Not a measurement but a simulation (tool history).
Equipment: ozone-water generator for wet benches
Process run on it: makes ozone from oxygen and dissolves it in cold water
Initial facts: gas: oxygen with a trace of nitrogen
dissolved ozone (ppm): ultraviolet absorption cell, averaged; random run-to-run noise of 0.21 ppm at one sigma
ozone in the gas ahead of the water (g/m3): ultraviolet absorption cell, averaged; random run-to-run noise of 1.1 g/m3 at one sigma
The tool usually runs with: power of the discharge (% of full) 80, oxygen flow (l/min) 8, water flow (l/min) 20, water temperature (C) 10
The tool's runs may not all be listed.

run,hour,power of the discharge (% of full),oxygen flow (l/min),water flow (l/min),water temperature (C),dissolved ozone (ppm),ozone in the gas ahead of the water (g/m3)
1,0,80,8,20,10,28.1,177.4
2,58.7,80,8,20,6,29,176.4
3,142.7,80,8,20,10,27.3,175.6
4,182.6,80,8,20,10,27.5,175.9
5,240.4,80,8,20,10,27.6,176.2
6,292,80,8,20,10,27.1,175.2
# hour 298.7: water thermometer calibrated
7,349.2,76,5.28,20,10,23.8,194.6
8,399.2,76,5.28,20,10,23.9,194
9,438.3,76,5.28,20,10,23.9,193.7
10,493.7,41,5.28,20,7,15.6,121.4
11,544.2,80,8,26,10,22.2,173.1

Consider 3 possible next runs. They are alternatives, not a sequence: every one starts from the tool as it was left by run 11. What does each give?
A,596.2,69,8,12,10,?,?
B,596.2,80,12.96,26,9,?,?
C,596.2,80,8,20,6,?,?

run,dissolved ozone (ppm),ozone in the gas ahead of the water (g/m3)
A,33.6,156.2
B,24.8,149.9
C,29,173.8
With no hidden state in the tool, these same runs would have given:
run,dissolved ozone (ppm),ozone in the gas ahead of the water (g/m3)
A,36.9,167.9
B,27.7,162.4
C,32.2,188.3
